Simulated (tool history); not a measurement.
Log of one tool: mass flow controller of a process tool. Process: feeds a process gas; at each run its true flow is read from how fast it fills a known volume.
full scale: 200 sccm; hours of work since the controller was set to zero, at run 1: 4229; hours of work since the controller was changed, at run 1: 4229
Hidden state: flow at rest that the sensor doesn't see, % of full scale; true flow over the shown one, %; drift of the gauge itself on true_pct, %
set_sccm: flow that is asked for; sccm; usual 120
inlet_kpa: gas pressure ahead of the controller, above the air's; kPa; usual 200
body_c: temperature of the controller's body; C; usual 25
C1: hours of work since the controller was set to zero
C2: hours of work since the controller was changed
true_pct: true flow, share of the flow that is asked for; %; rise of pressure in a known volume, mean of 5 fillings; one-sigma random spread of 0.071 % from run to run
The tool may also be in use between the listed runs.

Run 1, day 0.000: usual settings; C1 4229; C2 4229. Result: true_pct 97.30 %.
Run 2, day 8.442: usual settings but inlet_kpa 165 kPa; C1 4318; C2 4318. Result: true_pct 97.13 %.
Run 3, day 21.083: usual settings but inlet_kpa 165 kPa; C1 4451; C2 4451. Result: true_pct 96.85 %.
Run 4, day 38.071: usual settings; C1 4630; C2 4630. Result: true_pct 96.98 %.
Run 5, day 49.604: usual settings; C1 4751; C2 4751. Result: true_pct 96.93 %.
Run 6, day 66.475: usual settings; C1 4928; C2 4928. Result: true_pct 96.80 %.
Run 7, day 75.188: usual settings but body_c 29 C; C1 5020; C2 5020. Result: true_pct 97.05 %.
Run 8, day 84.262: usual settings but body_c 29 C; C1 5115; C2 5115. Result: true_pct 96.88 %.
Run 9, day 99.358: usual settings but body_c 27 C; C1 5274; C2 5274. Result: true_pct 96.58 %.
At day 100.225: controller's zero set anew.
Run 10, day 112.275: usual settings but set_sccm 174 sccm, body_c 27 C; C1 127; C2 5409. Result: true_pct 96.99 %.
Run 11, day 128.488: usual settings but inlet_kpa 215 kPa; C1 297; C2 5580. Result: true_pct 96.18 %.
Run 12, day 142.871: usual settings but inlet_kpa 215 kPa; C1 448; C2 5731. Result: true_pct 96.13 %.
Run 13, day 156.929: usual settings but set_sccm 107 sccm, inlet_kpa 202 kPa; C1 596; C2 5879. Result: true_pct 95.65 %.

Run 14 is up next; what results do you expect?
Run 14, day 167.588: usual settings but set_sccm 107 sccm, inlet_kpa 202 kPa; C1 708; C2 5991. Result: true_pct ?.

true_pct: 95.60 %
With no hidden state in the tool, this same run would have given true_pct 99.54 %.
